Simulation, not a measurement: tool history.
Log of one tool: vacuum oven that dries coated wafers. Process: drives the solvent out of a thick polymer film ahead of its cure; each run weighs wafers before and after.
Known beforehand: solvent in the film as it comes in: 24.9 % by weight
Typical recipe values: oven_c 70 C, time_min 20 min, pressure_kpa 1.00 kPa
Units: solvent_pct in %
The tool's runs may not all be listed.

| run | hour | oven_c | time_min | pressure_kpa | solvent_pct |
|---|---|---|---|---|---|
| 1 | 0.0 | 70 | 20 | 1.00 | 2.67 |
| 2 | 15.2 | 70 | 20 | 1.00 | 2.72 |
| 3 | 29.8 | 70 | 20 | 0.82 | 2.61 |
| 4 | 43.7 | 70 | 20 | 0.82 | 2.55 |
| 5 | 67.1 | 70 | 21 | 1.00 | 2.51 |
| 6 | 88.3 | 75 | 15 | 0.57 | 2.53 |
|  | 93.0 | oven's thermocouples calibrated |
| 7 | 107.7 | 85 | 18 | 0.77 | 0.79 |
| 8 | 137.3 | 85 | 18 | 0.77 | 0.84 |
| 9 | 155.8 | 85 | 18 | 0.77 | 0.78 |

Run 10 is up next; what results do you expect?
|  | 160.0 | oven's thermocouples calibrated, once more |
| 10 | 175.0 | 76 | 27 | 1.02 | ? |

Logged for run 10: solvent_pct 1.03 %.
Were there no unlogged condition in the tool, this run, its random variation unchanged, would have produced solvent_pct 0.86 %.
